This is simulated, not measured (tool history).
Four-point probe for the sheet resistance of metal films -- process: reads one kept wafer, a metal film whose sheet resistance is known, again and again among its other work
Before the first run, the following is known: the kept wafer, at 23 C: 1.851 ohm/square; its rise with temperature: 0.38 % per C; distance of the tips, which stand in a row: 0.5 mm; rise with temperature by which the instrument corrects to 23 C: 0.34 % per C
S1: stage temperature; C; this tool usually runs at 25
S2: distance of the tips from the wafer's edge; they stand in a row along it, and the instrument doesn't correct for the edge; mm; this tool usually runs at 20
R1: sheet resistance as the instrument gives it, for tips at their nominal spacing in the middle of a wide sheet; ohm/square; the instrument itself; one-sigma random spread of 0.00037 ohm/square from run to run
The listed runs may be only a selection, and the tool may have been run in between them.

{"run": 1, "hour": 0.0, "S1": 25, "S2": 20, "R1": 1.86338}
{"run": 2, "hour": 134.6, "S1": 25, "S2": 20, "R1": 1.863644}
{"run": 3, "hour": 214.2, "S1": 25, "S2": 20, "R1": 1.863823}
{"run": 4, "hour": 348.6, "S1": 34, "S2": 20, "R1": 1.871522}
{"run": 5, "hour": 479.3, "S1": 34, "S2": 20, "R1": 1.871191}
{"run": 6, "hour": 572.7, "S1": 34, "S2": 20, "R1": 1.872835}
{"run": 7, "hour": 645.1, "S1": 34, "S2": 28, "R1": 1.871211}
{"run": 8, "hour": 721.6, "S1": 34, "S2": 28, "R1": 1.87242}
{"hour": 795.9, "done": "stage's thermometer calibrated"}
{"run": 9, "hour": 826.3, "S1": 29, "S2": 43, "R1": 1.862508}
{"run": 10, "hour": 954.5, "S1": 20, "S2": 27, "R1": 1.85559}
{"run": 11, "hour": 1072.5, "S1": 20, "S2": 4, "R1": 1.870698}
{"run": 12, "hour": 1207.1, "S1": 20, "S2": 3, "R1": 1.883141}

Consider 4 possible next runs. They are alternatives, not a sequence: every one starts from the tool as it was left by run 12. What does each give?
{"run": "A", "hour": 1338.4, "S1": 33, "S2": 38, "R1": "?"}
{"run": "B", "hour": 1338.4, "S1": 23, "S2": 14, "R1": "?"}
{"run": "C", "hour": 1338.4, "S1": 24, "S2": 34, "R1": "?"}
{"run": "D", "hour": 1338.4, "S1": 19, "S2": 28, "R1": "?"}

run=A R1=1.866954
run=B R1=1.859628
run=C R1=1.85934
run=D R1=1.856173
Stripped of hidden state, with their random variation kept, the same runs would have yielded:
run=A R1=1.859283
run=B R1=1.851964
run=C R1=1.85168
run=D R1=1.848514
